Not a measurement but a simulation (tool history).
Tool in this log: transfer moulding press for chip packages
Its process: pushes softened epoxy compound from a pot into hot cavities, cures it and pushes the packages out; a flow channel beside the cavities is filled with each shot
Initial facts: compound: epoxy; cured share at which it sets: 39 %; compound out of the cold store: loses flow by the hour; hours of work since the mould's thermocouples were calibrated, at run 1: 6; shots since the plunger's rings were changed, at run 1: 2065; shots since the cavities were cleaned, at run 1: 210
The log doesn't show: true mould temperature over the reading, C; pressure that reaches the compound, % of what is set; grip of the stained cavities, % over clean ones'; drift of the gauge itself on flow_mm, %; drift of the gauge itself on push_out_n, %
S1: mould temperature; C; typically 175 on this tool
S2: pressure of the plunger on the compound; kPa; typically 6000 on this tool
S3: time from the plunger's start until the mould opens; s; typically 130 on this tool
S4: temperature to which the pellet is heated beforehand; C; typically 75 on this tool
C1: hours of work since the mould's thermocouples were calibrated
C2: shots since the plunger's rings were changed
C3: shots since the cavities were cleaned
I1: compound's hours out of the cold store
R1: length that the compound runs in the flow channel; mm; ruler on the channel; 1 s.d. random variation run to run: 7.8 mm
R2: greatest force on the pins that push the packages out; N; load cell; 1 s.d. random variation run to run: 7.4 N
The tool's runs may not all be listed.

run,hour,S1,S2,S3,S4,C1,C2,C3,I1,R1,R2
1,0,175,6000,130,75,6,2065,210,41.9,846,374
# hour 34.2: cavities cleaned with cleaning compound and waxed
2,81.6,175,6000,130,75,55,2844,461,38,852,547
# hour 89.1: cavities cleaned with cleaning compound and waxed
# hour 139.3: cavities cleaned with cleaning compound and waxed
3,139.3,175,6000,156,75,89,3377,0,24.8,878,281
# hour 189.4: cavities cleaned with cleaning compound and waxed
4,193.3,183,6000,130,75,121,3887,38,10,862,263
# hour 246.6: cavities cleaned with cleaning compound and waxed
5,250.2,183,6000,130,75,156,4426,34,28,802,272
# hour 302.5: cavities cleaned with cleaning compound and waxed
6,338.8,175,6000,130,75,209,5274,353,28.5,849,435
# hour 357.2: cavities cleaned with cleaning compound and waxed
# hour 407.1: cavities cleaned with cleaning compound and waxed
7,407.1,175,6000,130,75,250,5911,0,18.7,847,345
# hour 460.6: cavities cleaned with cleaning compound and waxed
# hour 488.4: plunger's sealing rings changed
8,499.1,175,6000,130,75,304,104,351,18.3,915,456
# hour 513.8: cavities cleaned with cleaning compound and waxed
# hour 561.2: cavities cleaned with cleaning compound and waxed, once more
9,565.2,175,6000,130,75,343,718,39,18.7,903,345
# hour 614.8: cavities cleaned with cleaning compound and waxed
10,652.4,175,6000,130,75,396,1552,365,47.6,841,412
# hour 667.9: cavities cleaned with cleaning compound and waxed
11,707.8,175,6000,130,75,429,2077,389,15.1,896,430
# hour 721.3: cavities cleaned with cleaning compound and waxed
# hour 734.8: mould's thermocouples calibrated
# hour 772.9: cavities cleaned with cleaning compound and waxed
12,778.3,175,6000,130,75,26,2714,52,45.2,826,324
# hour 824.5: cavities cleaned with cleaning compound and waxed
13,856.2,175,6000,130,75,73,3458,309,10.2,880,402
# hour 874.3: cavities cleaned with cleaning compound and waxed
14,918.3,175,4910,163,72,110,4048,429,39.6,760,338
# hour 925.4: cavities cleaned with cleaning compound and waxed
15,967.2,175,4910,163,72,140,4509,406,20.8,788,357
# hour 974.6: cavities cleaned with cleaning compound and waxed
# hour 1031.9: cavities cleaned with cleaning compound and waxed
16,1037.9,175,4910,163,72,181,5168,58,42.7,736,286
# hour 1086.9: cavities cleaned with cleaning compound and waxed
17,1131.8,175,4910,163,72,238,6068,437,26.6,741,345
# hour 1139.8: cavities cleaned with cleaning compound and waxed
# hour 1189.9: cavities cleaned with cleaning compound and waxed
# hour 1199.7: plunger's sealing rings changed
18,1227,175,4910,163,72,294,266,337,21.6,826,345
# hour 1243.6: cavities cleaned with cleaning compound and waxed
# hour 1294.6: cavities cleaned with cleaning compound and waxed
19,1312.4,179,6000,114,71,344,1068,173,42.1,830,357
# hour 1345.6: cavities cleaned with cleaning compound and waxed
# hour 1395.5: cavities cleaned with cleaning compound and waxed
20,1395.7,179,6000,114,73,394,1849,2,12.2,884,326
21,1437.7,177,5700,149,83,420,2258,411,14.8,869,351
# hour 1448.3: cavities cleaned with cleaning compound and waxed
# hour 1476.8: mould's thermocouples calibrated
# hour 1504.5: cavities cleaned with cleaning compound and waxed
22,1514.3,175,5700,149,83,22,2955,96,33.5,826,320
# hour 1554.8: cavities cleaned with cleaning compound and waxed
23,1554.8,175,5700,149,83,46,3335,0,12.5,857,279
# hour 1608: cavities cleaned with cleaning compound and waxed
24,1627,175,5700,149,83,90,4023,185,19.8,857,310
# hour 1660.2: cavities cleaned with cleaning compound and waxed
# hour 1711.2: cavities cleaned with cleaning compound and waxed
25,1715.8,175,6000,130,66,143,4858,45,30.7,828,356

Here are 3 independent what-if runs from the current tool condition. What would each one return?
# hour 1760.4: cavities cleaned with cleaning compound and waxed
A,1798.7,182,4600,150,66,193,5650,372,45.3,?,?
# hour 1760.4: cavities cleaned with cleaning compound and waxed
B,1798.7,175,6000,125,75,193,5650,372,33.4,?,?
# hour 1760.4: cavities cleaned with cleaning compound and waxed
C,1798.7,179,7450,157,66,193,5650,372,14.7,?,?

run,R1,R2
A,675,326
B,817,435
C,942,328
Stripped of hidden state, with their random variation kept, the same runs would have yielded:
run,R1,R2
A,717,248
B,868,321
C,1000,249
